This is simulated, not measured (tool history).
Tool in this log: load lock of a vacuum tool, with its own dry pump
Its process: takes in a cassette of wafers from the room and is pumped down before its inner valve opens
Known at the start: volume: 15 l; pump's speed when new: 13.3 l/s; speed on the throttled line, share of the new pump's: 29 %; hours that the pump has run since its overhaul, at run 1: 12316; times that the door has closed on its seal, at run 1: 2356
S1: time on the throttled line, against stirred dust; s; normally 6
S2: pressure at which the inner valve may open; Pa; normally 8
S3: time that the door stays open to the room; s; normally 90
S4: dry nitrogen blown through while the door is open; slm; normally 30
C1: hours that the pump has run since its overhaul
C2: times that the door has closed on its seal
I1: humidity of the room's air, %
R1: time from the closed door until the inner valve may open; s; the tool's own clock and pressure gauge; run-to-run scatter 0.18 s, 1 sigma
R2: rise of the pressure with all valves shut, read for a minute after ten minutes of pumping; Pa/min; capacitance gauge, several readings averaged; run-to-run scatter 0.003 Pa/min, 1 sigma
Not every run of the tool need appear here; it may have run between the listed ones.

{"run": 1, "hour": 0.0, "S1": 6, "S2": 8, "S3": 90, "S4": 30, "C1": 12316, "C2": 2356, "I1": 43.5, "R1": 15.1, "R2": 0.04}
{"run": 2, "hour": 306.9, "S1": 6, "S2": 8, "S3": 90, "S4": 23, "C1": 12623, "C2": 3218, "I1": 43.2, "R1": 15, "R2": 0.047}
{"run": 3, "hour": 648.9, "S1": 6, "S2": 8, "S3": 90, "S4": 23, "C1": 12965, "C2": 4178, "I1": 44, "R1": 15.1, "R2": 0.043}
{"run": 4, "hour": 1149.7, "S1": 6, "S2": 8, "S3": 90, "S4": 23, "C1": 13466, "C2": 5583, "I1": 43.5, "R1": 15, "R2": 0.043}
{"run": 5, "hour": 1515.9, "S1": 6, "S2": 8, "S3": 90, "S4": 23, "C1": 13832, "C2": 6611, "I1": 43.1, "R1": 14.8, "R2": 0.043}
{"run": 6, "hour": 2102.6, "S1": 6, "S2": 8, "S3": 90, "S4": 23, "C1": 14419, "C2": 8258, "I1": 43.7, "R1": 14.8, "R2": 0.043}
{"run": 7, "hour": 2479.2, "S1": 6, "S2": 8, "S3": 90, "S4": 23, "C1": 14795, "C2": 9315, "I1": 45, "R1": 15, "R2": 0.045}
{"run": 8, "hour": 2854.6, "S1": 6, "S2": 8, "S3": 90, "S4": 30, "C1": 15171, "C2": 10369, "I1": 42.8, "R1": 15.1, "R2": 0.036}
{"run": 9, "hour": 3115.3, "S1": 6, "S2": 8, "S3": 90, "S4": 30, "C1": 15431, "C2": 11101, "I1": 46.7, "R1": 15.2, "R2": 0.045}
{"run": 10, "hour": 3536.9, "S1": 6, "S2": 8, "S3": 90, "S4": 30, "C1": 15853, "C2": 12284, "I1": 46.6, "R1": 14.9, "R2": 0.044}
{"run": 11, "hour": 4085.1, "S1": 6, "S2": 8, "S3": 90, "S4": 30, "C1": 16401, "C2": 13823, "I1": 45.2, "R1": 14.7, "R2": 0.037}
{"run": 12, "hour": 4404.8, "S1": 6, "S2": 8, "S3": 90, "S4": 30, "C1": 16721, "C2": 14720, "I1": 43.6, "R1": 14.9, "R2": 0.037}
{"run": 13, "hour": 4811.0, "S1": 6, "S2": 8, "S3": 90, "S4": 30, "C1": 17127, "C2": 15860, "I1": 44.6, "R1": 15.1, "R2": 0.039}
{"run": 14, "hour": 5379.5, "S1": 6, "S2": 8, "S3": 90, "S4": 30, "C1": 17696, "C2": 17456, "I1": 47.4, "R1": 15, "R2": 0.041}
{"run": 15, "hour": 5941.8, "S1": 6, "S2": 8, "S3": 90, "S4": 30, "C1": 18258, "C2": 19034, "I1": 46.7, "R1": 15.1, "R2": 0.038}
{"hour": 6044.6, "done": "dry pump taken out, an overhauled one fitted"}
{"run": 16, "hour": 6278.9, "S1": 6, "S2": 8, "S3": 90, "S4": 30, "C1": 234, "C2": 19964, "I1": 46.5, "R1": 14.9, "R2": 0.044}
{"run": 17, "hour": 6894.9, "S1": 6, "S2": 8, "S3": 90, "S4": 30, "C1": 850, "C2": 21693, "I1": 47.1, "R1": 14.7, "R2": 0.042}
{"run": 18, "hour": 7242.5, "S1": 6, "S2": 8, "S3": 86, "S4": 30, "C1": 1198, "C2": 22668, "I1": 45.3, "R1": 15.2, "R2": 0.04}
{"hour": 7329.0, "done": "door's seal changed, seat wiped"}
{"run": 19, "hour": 7677.8, "S1": 8, "S2": 9, "S3": 124, "S4": 37, "C1": 1632, "C2": 979, "I1": 48.4, "R1": 16.4, "R2": 0.041}
{"run": 20, "hour": 7987.1, "S1": 4, "S2": 13, "S3": 176, "S4": 31, "C1": 1941, "C2": 1847, "I1": 40.6, "R1": 12.9, "R2": 0.046}
{"run": 21, "hour": 8419.0, "S1": 4, "S2": 13, "S3": 176, "S4": 31, "C1": 2373, "C2": 3059, "I1": 45.2, "R1": 12.7, "R2": 0.046}
{"run": 22, "hour": 9039.3, "S1": 4, "S2": 7, "S3": 57, "S4": 5, "C1": 2993, "C2": 4801, "I1": 46.9, "R1": 13.8, "R2": 0.056}
{"run": 23, "hour": 9476.4, "S1": 4, "S2": 7, "S3": 57, "S4": 5, "C1": 3430, "C2": 6027, "I1": 44.3, "R1": 13.6, "R2": 0.053}
{"run": 24, "hour": 9784.3, "S1": 6, "S2": 10, "S3": 190, "S4": 7, "C1": 3738, "C2": 6892, "I1": 43.4, "R1": 14.7, "R2": 0.077}
{"run": 25, "hour": 10118.1, "S1": 12, "S2": 15, "S3": 77, "S4": 30, "C1": 4072, "C2": 7829, "I1": 45.5, "R1": 18.4, "R2": 0.035}
{"run": 26, "hour": 10446.1, "S1": 12, "S2": 15, "S3": 77, "S4": 30, "C1": 4400, "C2": 8749, "I1": 41.6, "R1": 18.3, "R2": 0.039}
{"run": 27, "hour": 10994.6, "S1": 12, "S2": 15, "S3": 77, "S4": 19, "C1": 4948, "C2": 10289, "I1": 44.9, "R1": 18.5, "R2": 0.044}
{"run": 28, "hour": 11252.6, "S1": 12, "S2": 15, "S3": 80, "S4": 19, "C1": 5206, "C2": 11013, "I1": 41.2, "R1": 18.6, "R2": 0.048}
{"run": 29, "hour": 11565.0, "S1": 12, "S2": 15, "S3": 80, "S4": 19, "C1": 5519, "C2": 11890, "I1": 47.6, "R1": 18.1, "R2": 0.045}
{"run": 30, "hour": 12129.7, "S1": 12, "S2": 15, "S3": 80, "S4": 19, "C1": 6084, "C2": 13475, "I1": 45.1, "R1": 18.2, "R2": 0.045}
{"run": 31, "hour": 12542.2, "S1": 12, "S2": 15, "S3": 80, "S4": 19, "C1": 6496, "C2": 14633, "I1": 44.4, "R1": 18.3, "R2": 0.049}
{"run": 32, "hour": 13007.2, "S1": 12, "S2": 15, "S3": 80, "S4": 19, "C1": 6961, "C2": 15938, "I1": 44.6, "R1": 18.6, "R2": 0.044}
{"run": 33, "hour": 13596.4, "S1": 12, "S2": 15, "S3": 80, "S4": 19, "C1": 7550, "C2": 17592, "I1": 45.8, "R1": 18.5, "R2": 0.051}
{"run": 34, "hour": 13988.0, "S1": 6, "S2": 11, "S3": 90, "S4": 30, "C1": 7942, "C2": 18691, "I1": 43.6, "R1": 15, "R2": 0.037}
{"run": 35, "hour": 14622.9, "S1": 10, "S2": 13, "S3": 28, "S4": 6, "C1": 8577, "C2": 20473, "I1": 44.9, "R1": 17.1, "R2": 0.045}
{"run": 36, "hour": 14883.0, "S1": 10, "S2": 13, "S3": 28, "S4": 6, "C1": 8837, "C2": 21203, "I1": 45.4, "R1": 16.9, "R2": 0.047}

Describe how what the log doesn't record of the tool's condition differs between the last listed run preceding each entry between runs and the first listed run following it.
Run 15 -> run 16: dry pump taken out, an overhauled one fitted (hour 6044.6)
  leak at the door's seal, Pa l/s: 0.0022 -> 0.0023
Run 18 -> run 19: door's seal changed, seat wiped (hour 7329)
  leak at the door's seal, Pa l/s: 0.0023 -> 0.002

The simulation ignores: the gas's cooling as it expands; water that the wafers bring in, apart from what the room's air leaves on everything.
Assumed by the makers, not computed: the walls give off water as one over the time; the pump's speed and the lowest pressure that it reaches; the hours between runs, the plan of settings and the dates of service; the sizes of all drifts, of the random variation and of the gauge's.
